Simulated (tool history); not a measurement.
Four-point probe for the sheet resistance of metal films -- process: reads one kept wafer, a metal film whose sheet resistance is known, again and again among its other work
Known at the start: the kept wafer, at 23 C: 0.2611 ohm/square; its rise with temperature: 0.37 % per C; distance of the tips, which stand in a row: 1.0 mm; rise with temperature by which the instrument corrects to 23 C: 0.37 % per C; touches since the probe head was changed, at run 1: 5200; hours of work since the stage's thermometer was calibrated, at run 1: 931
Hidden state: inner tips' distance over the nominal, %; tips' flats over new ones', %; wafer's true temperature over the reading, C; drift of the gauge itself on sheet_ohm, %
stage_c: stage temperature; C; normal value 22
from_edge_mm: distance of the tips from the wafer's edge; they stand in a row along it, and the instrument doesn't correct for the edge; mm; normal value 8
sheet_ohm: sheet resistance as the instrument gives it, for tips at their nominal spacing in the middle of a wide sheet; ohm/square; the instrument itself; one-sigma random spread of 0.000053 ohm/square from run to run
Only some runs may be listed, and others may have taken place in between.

| run | hour | stage_c | from_edge_mm | touches since the probe head was changed | hours of work since the stage's thermometer was calibrated | sheet_ohm |
|---|---|---|---|---|---|---|
| 1 | 0 | 22 | 8 | 5200 | 931 | 0.262606 |
| 2 | 25.6 | 22 | 11 | 5609 | 945 | 0.261724 |
| 3 | 39.4 | 27 | 8 | 5830 | 953 | 0.262779 |
| 4 | 52.2 | 22 | 8 | 6036 | 960 | 0.262659 |
| 5 | 68.7 | 22 | 8 | 6300 | 970 | 0.262635 |
| 6 | 94.8 | 22 | 8 | 6718 | 985 | 0.262617 |
| 7 | 117.7 | 23 | 8 | 7084 | 997 | 0.262689 |
| 8 | 142.4 | 23 | 8 | 7481 | 1011 | 0.262709 |
| 9 | 170.8 | 23 | 8 | 7936 | 1028 | 0.262705 |
| 10 | 195 | 19 | 8 | 8323 | 1041 | 0.262676 |
| 11 | 212.6 | 19 | 8 | 8606 | 1051 | 0.262608 |
| 12 | 241.6 | 22 | 8 | 9069 | 1068 | 0.262596 |
| 13 | 262.5 | 22 | 8 | 9406 | 1079 | 0.262715 |
| 14 | 275.8 | 22 | 8 | 9617 | 1087 | 0.262596 |
| 15 | 298.6 | 22 | 8 | 9984 | 1100 | 0.262632 |
| 16 | 313.5 | 22 | 8 | 10222 | 1108 | 0.262674 |
| 17 | 333.9 | 22 | 8 | 10548 | 1120 | 0.262776 |
| 18 | 347.2 | 20 | 52 | 10762 | 1127 | 0.260492 |
| 19 | 362.9 | 22 | 33 | 11014 | 1136 | 0.260609 |
| 20 | 391.7 | 24 | 8 | 11475 | 1152 | 0.262584 |
| 21 | 418.3 | 24 | 8 | 11901 | 1168 | 0.262666 |
| 22 | 431.5 | 24 | 8 | 12112 | 1175 | 0.262652 |
| 23 | 444.7 | 32 | 14 | 12324 | 1182 | 0.261332 |
| 24 | 465.9 | 32 | 14 | 12663 | 1194 | 0.261342 |
| 25 | 484.6 | 24 | 28 | 12963 | 1205 | 0.260636 |
| 26 | 514.2 | 20 | 74 | 13437 | 1222 | 0.260466 |
| 27 | 530.4 | 34 | 45 | 13697 | 1231 | 0.260732 |
| 28 | 544.2 | 31 | 8 | 13918 | 1239 | 0.262858 |
| 29 | 565.1 | 31 | 8 | 14252 | 1251 | 0.262686 |
| 30 | 580.8 | 31 | 8 | 14504 | 1259 | 0.262744 |
| 31 | 593.3 | 21 | 47 | 14705 | 1267 | 0.260552 |
| 32 | 621 | 32 | 8 | 15149 | 1282 | 0.262745 |
| 33 | 647.6 | 32 | 8 | 15574 | 1297 | 0.262779 |
| 34 | 671.2 | 32 | 8 | 15952 | 1311 | 0.262843 |

3 ways to go on from here, each from the tool as it stands after run 34. What would each give?
| A | 687.9 | 24 | 3 | 16220 | 1320 | ? |
| B | 687.9 | 22 | 23 | 16220 | 1320 | ? |
| C | 687.9 | 20 | 44 | 16220 | 1320 | ? |

| run | sheet_ohm |
|---|---|
| A | 0.275181 |
| B | 0.26076 |
| C | 0.260544 |
What these runs would have given with no unlogged condition in the tool:
| run | sheet_ohm |
|---|---|
| A | 0.275783 |
| B | 0.261334 |
| C | 0.261117 |
